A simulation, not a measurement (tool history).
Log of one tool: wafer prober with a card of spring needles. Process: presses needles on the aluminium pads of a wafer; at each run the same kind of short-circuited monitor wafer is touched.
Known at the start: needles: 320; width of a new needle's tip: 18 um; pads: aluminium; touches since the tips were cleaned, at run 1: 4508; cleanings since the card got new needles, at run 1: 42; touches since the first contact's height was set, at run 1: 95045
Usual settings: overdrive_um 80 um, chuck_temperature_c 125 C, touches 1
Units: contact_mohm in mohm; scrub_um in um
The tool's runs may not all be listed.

run    day  overdrive_um  chuck_temperature_c  touches  touches since the tips were cleaned  cleanings since the card got new needles  touches since the first contact's height was set  contact_mohm  scrub_um
  1      0            80                  125        1                                 4508                                        42                                             95045           177     11.16
     0.121  -- tips cleaned on abrasive film
     0.633  -- tips cleaned on abrasive film
  2  0.888            80                  125        2                                 2563                                        44                                            103966           163     11.09
     1.146  -- tips cleaned on abrasive film
  3  1.362            80                   26        1                                 2203                                        45                                            108738           157     11.15
     1.696  -- tips cleaned on abrasive film
  4  1.783            80                   26        1                                  890                                        46                                            112949           144     11.12
     2.229  -- tips cleaned on abrasive film
  5  2.492            80                  125        1                                 2680                                        47                                            120118           175     11.08
     2.796  -- tips cleaned on abrasive film
  6  2.908            80                  125        1                                 1139                                        48                                            124269           167     11.02
     3.362  -- tips cleaned on abrasive film
  7    3.4            80                  125        1                                  408                                        49                                            129242           159     11.05
     3.883  -- tips cleaned on abrasive film
  8  4.283            80                  125        1                                 4073                                        50                                            138155           183     11.04
     4.396  -- tips cleaned on abrasive film
  9   4.85            80                   95        1                                 4622                                        51                                            143845           185     11.03
     4.925  -- tips cleaned on abrasive film
     5.438  -- tips cleaned on abrasive film
 10  5.454            79                   27        1                                  150                                        53                                            149881           139      10.9
     5.938  -- height of the first contact set anew
     5.983  -- tips cleaned on abrasive film
 11  6.188            79                   27        1                                 2062                                        54                                              2505           157     11.19
       6.5  -- tips cleaned on abrasive film
 12  6.771            97                  125        2                                 2754                                        55                                              8361           158     13.77
     7.025  -- tips cleaned on abrasive film
     7.533  -- tips cleaned on abrasive film
 13  7.533            71                   44        2                                    0                                        57                                             16010           139      9.98
 14  7.908            71                   44        2                                 3803                                        57                                             19813           161     10.02
     8.092  -- tips cleaned on abrasive film
     8.621  -- tips cleaned on abrasive film
 15  8.712            80                  125        3                                  962                                        59                                             27899           153     11.26
     9.138  -- tips cleaned on abrasive film
 16  9.508            68                  125        3                                 3758                                        60                                             35929           167      9.53
     9.688  -- tips cleaned on abrasive film
 17  9.879            86                   65        3                                 1928                                        61                                             39634           145      12.2

3 ways to go on from here, each from the tool as it stands after run 17. What would each give?
     10.208  -- tips cleaned on abrasive film
  A  10.283            86                   27        3                                  769                                        62                                             43706             ?         ?
     10.208  -- tips cleaned on abrasive film
  B  10.283            80                   88        1                                  769                                        62                                             43706             ?         ?
     10.208  -- tips cleaned on abrasive film
  C  10.283            86                   65        1                                  769                                        62                                             43706             ?         ?

run  contact_mohm  scrub_um
  A           136     11.97
  B           152     11.26
  C           150     12.08
Without the tool's hidden state the same runs would have given:
run  contact_mohm  scrub_um
  A           131     12.07
  B           138     11.37
  C           137     12.19
